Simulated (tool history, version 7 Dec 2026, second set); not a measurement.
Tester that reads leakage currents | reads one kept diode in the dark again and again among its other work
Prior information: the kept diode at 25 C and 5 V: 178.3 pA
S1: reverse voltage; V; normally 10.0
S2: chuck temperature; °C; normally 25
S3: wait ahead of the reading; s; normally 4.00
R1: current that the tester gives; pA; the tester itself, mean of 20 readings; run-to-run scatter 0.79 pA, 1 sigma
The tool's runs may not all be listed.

run,hour,S1,S2,S3,R1
1,0.0,10.0,25,4.00,258.21
2,28.1,10.0,25,4.00,254.09
3,50.6,10.0,25,4.00,255.50
4,67.4,10.0,34,4.00,547.28
5,101.3,10.0,34,4.00,541.26
6,126.8,10.0,34,4.00,543.68
7,158.1,10.0,34,4.00,540.28
8,187.2,10.0,34,4.00,535.83
9,214.4,10.0,25,4.00,249.32
10,242.1,10.0,25,4.00,248.14
11,268.9,10.0,25,4.00,246.05
# hour 273.9: chuck's temperature calibrated
12,285.5,1.3,25,4.00,73.12
13,307.2,1.3,25,4.00,72.60
14,339.0,1.3,25,4.00,72.40
15,359.9,1.3,25,4.00,72.21
16,381.5,1.3,43,2.67,329.18
17,402.5,11.2,35,4.00,578.79
# hour 407.7: chuck's temperature calibrated, once more
18,419.2,1.9,20,0.37,68.18
19,447.8,1.9,20,0.37,68.04
20,464.0,10.0,45,4.00,1414.18
21,489.2,10.0,56,4.04,3237.28
22,513.9,10.0,56,9.86,3222.70
23,538.5,8.8,39,4.00,805.26
24,572.6,8.8,39,4.00,798.51
25,600.3,16.7,38,5.68,1064.58
26,631.1,3.0,27,1.09,157.51
# hour 644.9: probe card cleaned and baked
27,668.2,8.5,45,2.29,1237.53
28,691.1,8.5,45,2.29,1231.36
29,722.2,10.0,25,0.64,249.48

Below are 5 alternative next runs, each starting from the tool's condition after run 29. Predict each:
A,752.6,2.8,58,0.43,?
B,752.6,1.3,52,0.69,?
C,752.6,10.0,25,1.38,?
D,752.6,4.0,47,2.31,?
E,752.6,11.8,25,2.25,?

run,R1
A,1753.75
B,727.71
C,248.61
D,930.14
E,274.40
Stripped of hidden state, with their random variation kept, the same runs would have yielded:
run,R1
A,1847.81
B,768.44
C,264.71
D,983.91
E,292.12

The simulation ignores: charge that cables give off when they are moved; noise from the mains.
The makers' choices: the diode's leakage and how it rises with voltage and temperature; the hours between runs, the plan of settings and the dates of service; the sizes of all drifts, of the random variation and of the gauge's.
